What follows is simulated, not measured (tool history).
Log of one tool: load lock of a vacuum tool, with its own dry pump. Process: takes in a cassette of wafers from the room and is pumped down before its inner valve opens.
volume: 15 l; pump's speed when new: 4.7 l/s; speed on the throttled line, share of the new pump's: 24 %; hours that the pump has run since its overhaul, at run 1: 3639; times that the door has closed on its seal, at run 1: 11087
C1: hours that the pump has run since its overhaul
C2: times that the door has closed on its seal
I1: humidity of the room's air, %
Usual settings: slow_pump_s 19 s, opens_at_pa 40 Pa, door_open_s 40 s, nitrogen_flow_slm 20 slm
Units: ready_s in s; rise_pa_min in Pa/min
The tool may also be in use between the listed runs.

{"run": 1, "hour": 0.0, "slow_pump_s": 19, "opens_at_pa": 40, "door_open_s": 40, "nitrogen_flow_slm": 20, "C1": 3639, "C2": 11087, "I1": 46.7, "ready_s": 39.2, "rise_pa_min": 0.039}
{"run": 2, "hour": 104.8, "slow_pump_s": 19, "opens_at_pa": 40, "door_open_s": 40, "nitrogen_flow_slm": 20, "C1": 3744, "C2": 11528, "I1": 45.7, "ready_s": 39.2, "rise_pa_min": 0.042}
{"run": 3, "hour": 173.5, "slow_pump_s": 19, "opens_at_pa": 76, "door_open_s": 40, "nitrogen_flow_slm": 20, "C1": 3813, "C2": 11817, "I1": 46.2, "ready_s": 37.0, "rise_pa_min": 0.044}
{"run": 4, "hour": 245.8, "slow_pump_s": 19, "opens_at_pa": 76, "door_open_s": 40, "nitrogen_flow_slm": 20, "C1": 3885, "C2": 12121, "I1": 46.7, "ready_s": 37.0, "rise_pa_min": 0.043}
{"run": 5, "hour": 350.7, "slow_pump_s": 19, "opens_at_pa": 62, "door_open_s": 40, "nitrogen_flow_slm": 20, "C1": 3990, "C2": 12562, "I1": 41.4, "ready_s": 38.4, "rise_pa_min": 0.044}
{"run": 6, "hour": 455.9, "slow_pump_s": 19, "opens_at_pa": 62, "door_open_s": 40, "nitrogen_flow_slm": 20, "C1": 4095, "C2": 13004, "I1": 43.3, "ready_s": 37.2, "rise_pa_min": 0.043}
{"run": 7, "hour": 517.6, "slow_pump_s": 13, "opens_at_pa": 40, "door_open_s": 40, "nitrogen_flow_slm": 20, "C1": 4157, "C2": 13263, "I1": 47.5, "ready_s": 34.4, "rise_pa_min": 0.046}
{"run": 8, "hour": 630.5, "slow_pump_s": 13, "opens_at_pa": 40, "door_open_s": 40, "nitrogen_flow_slm": 20, "C1": 4270, "C2": 13738, "I1": 44.8, "ready_s": 34.5, "rise_pa_min": 0.045}
{"run": 9, "hour": 745.8, "slow_pump_s": 19, "opens_at_pa": 40, "door_open_s": 40, "nitrogen_flow_slm": 20, "C1": 4385, "C2": 14223, "I1": 41.9, "ready_s": 39.8, "rise_pa_min": 0.047}
{"run": 10, "hour": 868.8, "slow_pump_s": 19, "opens_at_pa": 40, "door_open_s": 40, "nitrogen_flow_slm": 20, "C1": 4508, "C2": 14740, "I1": 46.4, "ready_s": 38.9, "rise_pa_min": 0.041}
{"run": 11, "hour": 941.1, "slow_pump_s": 37, "opens_at_pa": 40, "door_open_s": 40, "nitrogen_flow_slm": 20, "C1": 4580, "C2": 15044, "I1": 43.9, "ready_s": 53.7, "rise_pa_min": 0.039}
{"run": 12, "hour": 1067.0, "slow_pump_s": 37, "opens_at_pa": 40, "door_open_s": 40, "nitrogen_flow_slm": 20, "C1": 4706, "C2": 15573, "I1": 44.5, "ready_s": 53.4, "rise_pa_min": 0.042}
{"run": 13, "hour": 1155.2, "slow_pump_s": 37, "opens_at_pa": 40, "door_open_s": 40, "nitrogen_flow_slm": 20, "C1": 4794, "C2": 15944, "I1": 43.9, "ready_s": 52.9, "rise_pa_min": 0.04}
{"run": 14, "hour": 1226.9, "slow_pump_s": 37, "opens_at_pa": 40, "door_open_s": 40, "nitrogen_flow_slm": 20, "C1": 4866, "C2": 16245, "I1": 49.5, "ready_s": 52.5, "rise_pa_min": 0.047}
{"run": 15, "hour": 1338.9, "slow_pump_s": 19, "opens_at_pa": 40, "door_open_s": 40, "nitrogen_flow_slm": 8, "C1": 4978, "C2": 16716, "I1": 43.1, "ready_s": 38.9, "rise_pa_min": 0.057}
{"run": 16, "hour": 1452.0, "slow_pump_s": 19, "opens_at_pa": 40, "door_open_s": 40, "nitrogen_flow_slm": 8, "C1": 5091, "C2": 17192, "I1": 44.8, "ready_s": 39.5, "rise_pa_min": 0.057}
{"run": 17, "hour": 1522.5, "slow_pump_s": 19, "opens_at_pa": 29, "door_open_s": 48, "nitrogen_flow_slm": 8, "C1": 5162, "C2": 17489, "I1": 48.3, "ready_s": 39.8, "rise_pa_min": 0.07}
{"run": 18, "hour": 1614.4, "slow_pump_s": 19, "opens_at_pa": 29, "door_open_s": 48, "nitrogen_flow_slm": 8, "C1": 5254, "C2": 17875, "I1": 48.4, "ready_s": 39.7, "rise_pa_min": 0.07}
{"run": 19, "hour": 1680.5, "slow_pump_s": 19, "opens_at_pa": 29, "door_open_s": 48, "nitrogen_flow_slm": 8, "C1": 5320, "C2": 18153, "I1": 47.1, "ready_s": 40.0, "rise_pa_min": 0.064}
{"run": 20, "hour": 1808.9, "slow_pump_s": 23, "opens_at_pa": 32, "door_open_s": 40, "nitrogen_flow_slm": 39, "C1": 5448, "C2": 18693, "I1": 45.6, "ready_s": 43.1, "rise_pa_min": 0.033}
{"run": 21, "hour": 1867.4, "slow_pump_s": 23, "opens_at_pa": 32, "door_open_s": 40, "nitrogen_flow_slm": 39, "C1": 5507, "C2": 18939, "I1": 47.7, "ready_s": 42.8, "rise_pa_min": 0.031}
{"run": 22, "hour": 1961.2, "slow_pump_s": 19, "opens_at_pa": 40, "door_open_s": 114, "nitrogen_flow_slm": 20, "C1": 5600, "C2": 19333, "I1": 46.2, "ready_s": 39.4, "rise_pa_min": 0.067}
{"run": 23, "hour": 2068.6, "slow_pump_s": 11, "opens_at_pa": 40, "door_open_s": 42, "nitrogen_flow_slm": 5, "C1": 5708, "C2": 19784, "I1": 45.5, "ready_s": 33.7, "rise_pa_min": 0.07}
{"run": 24, "hour": 2181.7, "slow_pump_s": 11, "opens_at_pa": 40, "door_open_s": 42, "nitrogen_flow_slm": 5, "C1": 5821, "C2": 20260, "I1": 44.0, "ready_s": 33.1, "rise_pa_min": 0.068}
{"run": 25, "hour": 2240.4, "slow_pump_s": 26, "opens_at_pa": 40, "door_open_s": 30, "nitrogen_flow_slm": 4, "C1": 5880, "C2": 20507, "I1": 44.5, "ready_s": 45.3, "rise_pa_min": 0.068}
{"run": 26, "hour": 2344.9, "slow_pump_s": 26, "opens_at_pa": 40, "door_open_s": 30, "nitrogen_flow_slm": 4, "C1": 5984, "C2": 20946, "I1": 46.0, "ready_s": 44.9, "rise_pa_min": 0.061}
{"run": 27, "hour": 2442.6, "slow_pump_s": 26, "opens_at_pa": 40, "door_open_s": 30, "nitrogen_flow_slm": 4, "C1": 6082, "C2": 21357, "I1": 43.2, "ready_s": 44.7, "rise_pa_min": 0.063}
{"run": 28, "hour": 2566.6, "slow_pump_s": 30, "opens_at_pa": 32, "door_open_s": 99, "nitrogen_flow_slm": 20, "C1": 6206, "C2": 21878, "I1": 49.8, "ready_s": 48.2, "rise_pa_min": 0.065}
{"run": 29, "hour": 2655.3, "slow_pump_s": 30, "opens_at_pa": 61, "door_open_s": 196, "nitrogen_flow_slm": 4, "C1": 6295, "C2": 22251, "I1": 41.2, "ready_s": 45.8, "rise_pa_min": 0.128}
{"run": 30, "hour": 2736.2, "slow_pump_s": 30, "opens_at_pa": 61, "door_open_s": 49, "nitrogen_flow_slm": 18, "C1": 6375, "C2": 22591, "I1": 44.4, "ready_s": 46.4, "rise_pa_min": 0.05}
{"run": 31, "hour": 2798.9, "slow_pump_s": 28, "opens_at_pa": 28, "door_open_s": 40, "nitrogen_flow_slm": 20, "C1": 6438, "C2": 22855, "I1": 42.9, "ready_s": 46.7, "rise_pa_min": 0.044}
{"run": 32, "hour": 2867.0, "slow_pump_s": 19, "opens_at_pa": 40, "door_open_s": 41, "nitrogen_flow_slm": 35, "C1": 6506, "C2": 23141, "I1": 45.5, "ready_s": 39.1, "rise_pa_min": 0.029}

3 ways to go on from here, each from the tool as it stands after run 32. What would each give?
{"run": "A", "hour": 2976.7, "slow_pump_s": 19, "opens_at_pa": 40, "door_open_s": 87, "nitrogen_flow_slm": 35, "C1": 6616, "C2": 23602, "I1": 46.1, "ready_s": "?", "rise_pa_min": "?"}
{"run": "B", "hour": 2976.7, "slow_pump_s": 18, "opens_at_pa": 40, "door_open_s": 92, "nitrogen_flow_slm": 18, "C1": 6616, "C2": 23602, "I1": 40.3, "ready_s": "?", "rise_pa_min": "?"}
{"run": "C", "hour": 2976.7, "slow_pump_s": 32, "opens_at_pa": 51, "door_open_s": 40, "nitrogen_flow_slm": 8, "C1": 6616, "C2": 23602, "I1": 43.5, "ready_s": "?", "rise_pa_min": "?"}

run=A ready_s=39.4 rise_pa_min=0.043
run=B ready_s=38.8 rise_pa_min=0.059
run=C ready_s=48.9 rise_pa_min=0.062
Without the tool's hidden state the same runs would have given:
run=A ready_s=39.4 rise_pa_min=0.043
run=B ready_s=38.8 rise_pa_min=0.059
run=C ready_s=48.8 rise_pa_min=0.061
